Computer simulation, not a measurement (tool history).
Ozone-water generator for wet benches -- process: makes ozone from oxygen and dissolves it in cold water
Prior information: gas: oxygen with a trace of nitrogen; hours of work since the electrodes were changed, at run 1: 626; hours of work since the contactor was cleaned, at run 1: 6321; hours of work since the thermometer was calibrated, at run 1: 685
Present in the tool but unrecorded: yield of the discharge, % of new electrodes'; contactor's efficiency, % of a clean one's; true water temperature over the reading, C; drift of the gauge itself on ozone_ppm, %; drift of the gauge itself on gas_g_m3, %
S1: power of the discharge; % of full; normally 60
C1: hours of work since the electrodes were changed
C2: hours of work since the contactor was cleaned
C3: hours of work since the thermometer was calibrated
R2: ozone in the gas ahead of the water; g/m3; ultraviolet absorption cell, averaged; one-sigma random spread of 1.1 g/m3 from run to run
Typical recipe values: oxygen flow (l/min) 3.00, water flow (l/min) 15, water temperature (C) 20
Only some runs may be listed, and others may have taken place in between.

Run 1, hour 0.0: usual settings; C1 626; C2 6321; C3 685. Result: dissolved ozone (ppm) 17.6, R2 207.2 g/m3.
Run 2, hour 37.1: usual settings but oxygen flow (l/min) 3.04; C1 649; C2 6344; C3 708. Result: dissolved ozone (ppm) 17.9, R2 205.7 g/m3.
Run 3, hour 100.2: usual settings but water temperature (C) 17; C1 687; C2 6382; C3 747. Result: dissolved ozone (ppm) 18.6, R2 207.3 g/m3.
Run 4, hour 136.8: usual settings; C1 710; C2 6405; C3 769. Result: dissolved ozone (ppm) 18.2, R2 206.6 g/m3.
Run 5, hour 196.8: usual settings but water temperature (C) 14; C1 747; C2 6442; C3 806. Result: dissolved ozone (ppm) 19.6, R2 207.4 g/m3.
Run 6, hour 256.2: usual settings but water temperature (C) 14; C1 783; C2 6478; C3 843. Result: dissolved ozone (ppm) 19.2, R2 206.4 g/m3.
Run 7, hour 305.7: usual settings; C1 814; C2 6509; C3 873. Result: dissolved ozone (ppm) 18.1, R2 207.2 g/m3.
Run 8, hour 366.3: usual settings; C1 851; C2 6546; C3 910. Result: dissolved ozone (ppm) 18.0, R2 206.4 g/m3.
Run 9, hour 424.7: usual settings; C1 887; C2 6582; C3 946. Result: dissolved ozone (ppm) 18.0, R2 207.7 g/m3.
Run 10, hour 466.7: usual settings; C1 912; C2 6607; C3 972. Result: dissolved ozone (ppm) 17.8, R2 205.6 g/m3.
Run 11, hour 527.5: usual settings but water temperature (C) 15; C1 950; C2 6645; C3 1009. Result: dissolved ozone (ppm) 19.2, R2 209.3 g/m3.
Run 12, hour 580.3: usual settings but water temperature (C) 15; C1 982; C2 6677; C3 1041. Result: dissolved ozone (ppm) 19.1, R2 205.1 g/m3.
Run 13, hour 623.1: usual settings but oxygen flow (l/min) 1.72, water temperature (C) 15; C1 1008; C2 6703; C3 1068. Result: dissolved ozone (ppm) 15.3, R2 252.2 g/m3.
Run 14, hour 672.2: usual settings but water flow (l/min) 12; C1 1038; C2 6733; C3 1098. Result: dissolved ozone (ppm) 21.7, R2 206.7 g/m3.
Run 15, hour 708.3: usual settings but water temperature (C) 13; C1 1061; C2 6756; C3 1120. Result: dissolved ozone (ppm) 19.8, R2 206.4 g/m3.
Run 16, hour 743.7: usual settings but oxygen flow (l/min) 3.81, water flow (l/min) 23, water temperature (C) 13; C1 1082; C2 6777; C3 1142. Result: dissolved ozone (ppm) 13.7, R2 189.3 g/m3.
Run 17, hour 797.8: usual settings but water flow (l/min) 10; C1 1115; C2 6810; C3 1175. Result: dissolved ozone (ppm) 25.3, R2 204.8 g/m3.
Run 18, hour 837.7: usual settings but S1 46 % of full, oxygen flow (l/min) 5.09; C1 1140; C2 6835; C3 1199. Result: dissolved ozone (ppm) 17.3, R2 150.9 g/m3.
Run 19, hour 886.8: usual settings but water flow (l/min) 11, water temperature (C) 21; C1 1170; C2 6865; C3 1229. Result: dissolved ozone (ppm) 22.8, R2 207.7 g/m3.
Run 20, hour 950.7: usual settings but water flow (l/min) 11, water temperature (C) 21; C1 1209; C2 6904; C3 1269. Result: dissolved ozone (ppm) 23.0, R2 209.4 g/m3.
Run 21, hour 986.8: usual settings but S1 76 % of full, water flow (l/min) 24, water temperature (C) 21; C1 1231; C2 6926; C3 1291. Result: dissolved ozone (ppm) 12.7, R2 232.0 g/m3.
Run 22, hour 1032.9: usual settings but S1 51 % of full, oxygen flow (l/min) 4.97, water flow (l/min) 24, water temperature (C) 21; C1 1260; C2 6955; C3 1319. Result: dissolved ozone (ppm) 11.8, R2 161.1 g/m3.
Run 23, hour 1101.6: usual settings but S1 69 % of full, oxygen flow (l/min) 4.05, water flow (l/min) 10, water temperature (C) 19; C1 1302; C2 6997; C3 1361. Result: dissolved ozone (ppm) 28.7, R2 200.6 g/m3.
Run 24, hour 1145.1: usual settings but S1 69 % of full, oxygen flow (l/min) 4.05, water flow (l/min) 10, water temperature (C) 19; C1 1328; C2 7023; C3 1388. Result: dissolved ozone (ppm) 28.6, R2 201.1 g/m3.
Run 25, hour 1175.0: usual settings but S1 94 % of full, oxygen flow (l/min) 4.05, water flow (l/min) 10, water temperature (C) 19; C1 1347; C2 7042; C3 1406. Result: dissolved ozone (ppm) 33.7, R2 234.6 g/m3.
Run 26, hour 1239.8: usual settings but S1 42 % of full, oxygen flow (l/min) 1.85, water flow (l/min) 19; C1 1387; C2 7082; C3 1446. Result: dissolved ozone (ppm) 9.9, R2 202.2 g/m3.
Run 27, hour 1279.0: usual settings but S1 61 % of full, oxygen flow (l/min) 4.94, water flow (l/min) 13, water temperature (C) 25; C1 1411; C2 7106; C3 1470. Result: dissolved ozone (ppm) 20.2, R2 174.6 g/m3.

Alternative continuations, all from the tool just after run 27; predict every row:
Run A, hour 1322.2: usual settings but S1 68 % of full; C1 1437; C2 7132; C3 1496. Result: dissolved ozone (ppm) ?, R2 ?.
Run B, hour 1322.2: usual settings but S1 51 % of full, oxygen flow (l/min) 4.94, water flow (l/min) 13, water temperature (C) 25; C1 1437; C2 7132; C3 1496. Result: dissolved ozone (ppm) ?, R2 ?.
Run C, hour 1322.2: usual settings but S1 61 % of full, oxygen flow (l/min) 4.00, water flow (l/min) 13, water temperature (C) 25; C1 1437; C2 7132; C3 1496. Result: dissolved ozone (ppm) ?, R2 ?.
Run D, hour 1322.2: usual settings but S1 61 % of full, oxygen flow (l/min) 4.06, water flow (l/min) 13, water temperature (C) 25; C1 1437; C2 7132; C3 1496. Result: dissolved ozone (ppm) ?, R2 ?.

run  dissolved ozone (ppm)     R2
  A                   19.4  220.6
  B                   18.3  158.8
  C                   19.9  188.3
  D                   20.0  188.1
Stripped of hidden state, with their random variation kept, the same runs would have yielded:
run  dissolved ozone (ppm)     R2
  A                   19.4  220.7
  B                   18.3  158.8
  C                   19.9  188.3
  D                   20.0  188.1
